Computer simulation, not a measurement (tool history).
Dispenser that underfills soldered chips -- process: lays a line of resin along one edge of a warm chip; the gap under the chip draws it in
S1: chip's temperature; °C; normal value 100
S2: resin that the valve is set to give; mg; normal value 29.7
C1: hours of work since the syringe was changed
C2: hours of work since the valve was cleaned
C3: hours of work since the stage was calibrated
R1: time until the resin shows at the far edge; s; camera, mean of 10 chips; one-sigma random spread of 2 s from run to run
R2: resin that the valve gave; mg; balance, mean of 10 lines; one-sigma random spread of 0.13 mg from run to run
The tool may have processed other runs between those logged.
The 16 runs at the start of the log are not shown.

run	hour	S1	S2	C1	C2	C3	R1	R2
# hour 65.3: new syringe of resin
17	68.6	110	29.3	2	33	204	150.8	28.79
18	73.4	112	31.3	6	36	207	158.3	30.46
19	75.9	100	29.1	8	38	209	282.6	28.43
20	80.8	95	32.1	11	42	213	405.6	31.24
# hour 81.7: new syringe of resin
21	85.1	106	32.4	2	44	216	177.7	31.45
22	88.4	110	32.4	5	47	218	165.4	31.46
23	90.8	88	35.7	7	49	220	465.5	34.66
24	95.8	102	27.4	10	52	224	289.1	26.84
# hour 98: new syringe of resin
25	99.1	102	27.4	1	55	226	202.3	26.44
26	104.4	86	27.8	5	59	230	482.5	26.51
27	107.4	86	27.8	7	61	232	525.8	26.65
28	111.3	86	31.3	10	64	235	566.2	30.12
# hour 114.6: new syringe of resin
29	116.2	86	31.3	1	67	238	403.6	29.67
30	121.2	86	31.3	5	71	242	476.9	29.93

Consider 5 possible next runs. They are alternatives, not a sequence: every one starts from the tool as it was left by run 30. What does each give?
A	124.4	85	38	7	73	244	?	?
B	124.4	105	34.3	7	73	244	?	?
C	124.4	108	25.5	7	73	244	?	?
D	124.4	101	30.7	7	73	244	?	?
E	124.4	107	28.9	7	73	244	?	?

run	R1	R2
A	536.8	36.34
B	220.5	32.76
C	204.4	24.09
D	269.5	29.24
E	203.8	27.69
Without the tool's hidden state the same runs would have given:
run	R1	R2
A	383.3	38.15
B	158.1	34.38
C	145	25.28
D	192.4	30.69
E	145.5	29.06
